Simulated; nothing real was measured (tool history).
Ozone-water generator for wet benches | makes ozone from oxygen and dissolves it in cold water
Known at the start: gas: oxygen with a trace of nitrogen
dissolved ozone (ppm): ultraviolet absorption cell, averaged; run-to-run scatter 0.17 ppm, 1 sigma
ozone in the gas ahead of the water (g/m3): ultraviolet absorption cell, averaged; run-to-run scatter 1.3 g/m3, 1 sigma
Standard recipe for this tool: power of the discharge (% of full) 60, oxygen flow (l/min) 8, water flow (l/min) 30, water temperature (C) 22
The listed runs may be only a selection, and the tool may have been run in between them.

run,hour,power of the discharge (% of full),oxygen flow (l/min),water flow (l/min),water temperature (C),dissolved ozone (ppm),ozone in the gas ahead of the water (g/m3)
1,0,60,8,30,22,22.2,239.1
2,30.8,60,8,30,22,22.4,242.6
3,58.1,60,8,30,22,22,237.1
4,90.7,58,8,30,22,21.5,235.8
5,107.2,58,8,30,22,21.4,234.1
6,126.7,60,8,30,24,21.7,240.8
7,147.8,60,8,30,24,21.3,238.6
8,168.3,60,8,34,22,19.7,239.7
9,195,56,4.68,44,20,14.2,323.1
10,217.3,82,11.85,30,19,26.2,229.7
11,244,50,11.85,30,19,18.9,164.9
12,277,50,7.57,30,14,21.8,218.7
13,294.4,85,7.57,30,14,30.6,310.6

For each run, the measured value with the value that run would have given without the tool's hidden condition subtracted. The run-to-run variation is shared by both, the gauge scatter possibly not:
Hidden state present: yield of the discharge, % of new electrodes'; contactor's efficiency, % of a clean one's; true water temperature over the reading, C; drift of the gauge itself on ozone_ppm, %; drift of the gauge itself on gas_g_m3, %.
run,dissolved ozone (ppm),ozone in the gas ahead of the water (g/m3)
1,-1.5,-6.1
2,-1.5,-6.4
3,-1.5,-6.5
4,-1.5,-6.6
5,-1.5,-6.7
6,-1.5,-7.1
7,-1.6,-7.3
8,-1.6,-7.5
9,-1.2,-9.8
10,-2.3,-9.3
11,-1.4,-4.8
12,-1.7,-6.6
13,-2.8,-13.9
